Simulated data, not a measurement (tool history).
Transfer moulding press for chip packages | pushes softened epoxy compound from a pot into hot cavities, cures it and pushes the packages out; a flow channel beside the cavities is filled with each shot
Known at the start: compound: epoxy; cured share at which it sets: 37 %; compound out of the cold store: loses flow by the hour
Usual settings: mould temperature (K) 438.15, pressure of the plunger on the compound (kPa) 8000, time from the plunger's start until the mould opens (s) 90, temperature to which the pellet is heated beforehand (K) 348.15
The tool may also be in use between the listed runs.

run	hour	mould temperature (K)	pressure of the plunger on the compound (kPa)	time from the plunger's start until the mould opens (s)	temperature to which the pellet is heated beforehand (K)	incoming compound's hours out of the cold store	length that the compound runs in the flow channel (mm)	greatest force on the pins that push the packages out (N)
1	0.0	438.15	8000	90	348.15	21.3	850	572
2	25.5	438.15	8000	90	348.15	14.4	867	790
3	59.3	438.15	8000	72	348.15	16.7	848	1373
# hour 84.3: plunger's sealing rings changed
# hour 85.8: cavities cleaned with cleaning compound and waxed
4	102.4	433.15	8000	72	348.15	32.3	862	1344
5	159.6	438.15	8000	90	350.15	9.9	910	934
# hour 175.8: cavities cleaned with cleaning compound and waxed
6	207.6	438.15	8000	90	350.15	13.5	892	795
7	260.7	438.15	8000	90	350.15	39.3	789	932
# hour 265.4: cavities cleaned with cleaning compound and waxed
8	288.3	438.15	8000	90	350.15	17.8	854	720
9	338.8	438.15	8000	82	350.15	34.1	794	989
# hour 353.0: cavities cleaned with cleaning compound and waxed
# hour 391.0: plunger's sealing rings changed
10	391.0	438.15	8000	82	350.15	39.7	815	861
11	438.9	438.15	8000	82	350.15	37.3	818	1050
# hour 446.2: cavities cleaned with cleaning compound and waxed
12	491.3	438.15	7940	82	350.15	35.6	811	912
# hour 503.6: mould's thermocouples calibrated
13	525.1	438.15	7940	82	350.15	15.7	878	1099
# hour 538.9: cavities cleaned with cleaning compound and waxed
14	557.9	438.15	7940	82	350.15	42.3	783	766
15	604.7	434.15	6510	108	342.15	9.4	817	933
# hour 629.5: cavities cleaned with cleaning compound and waxed
16	645.4	434.15	6510	108	342.15	9.9	810	660
17	685.6	434.15	6510	108	342.15	40.5	708	830
# hour 700.3: plunger's sealing rings changed
18	714.3	432.15	7690	109	351.15	36.9	830	979
# hour 720.6: cavities cleaned with cleaning compound and waxed
19	752.7	434.15	9710	71	351.15	8.3	1037	1738
# hour 812.1: cavities cleaned with cleaning compound and waxed
20	812.1	431.15	9710	71	351.15	43.6	895	1143
21	838.8	439.15	9710	71	351.15	12.9	975	1064
22	873.3	432.15	9710	71	348.15	37.4	905	2017
# hour 900.0: cavities cleaned with cleaning compound and waxed
23	916.2	436.15	9390	124	340.15	27.1	900	557
24	951.1	442.15	9390	124	344.15	41.1	824	705
# hour 989.3: cavities cleaned with cleaning compound and waxed
25	1003.7	438.15	9970	107	348.15	13.7	957	603
# hour 1010.8: plunger's sealing rings changed
26	1042.3	438.15	9970	107	348.15	34.0	923	746
# hour 1081.3: cavities cleaned with cleaning compound and waxed
27	1099.2	435.15	9970	107	348.15	41.0	909	657

3 ways to go on from here, each from the tool as it stands after run 27. What would each give?
A	1155.4	435.15	9970	118	348.15	40.0	?	?
B	1155.4	431.15	8000	119	348.15	30.1	?	?
C	1155.4	438.15	8000	90	350.15	37.2	?	?

run	length that the compound runs in the flow channel (mm)	greatest force on the pins that push the packages out (N)
A	898	820
B	854	925
C	803	928
Without the tool's hidden state the same runs would have given:
run	length that the compound runs in the flow channel (mm)	greatest force on the pins that push the packages out (N)
A	927	441
B	882	495
C	829	501
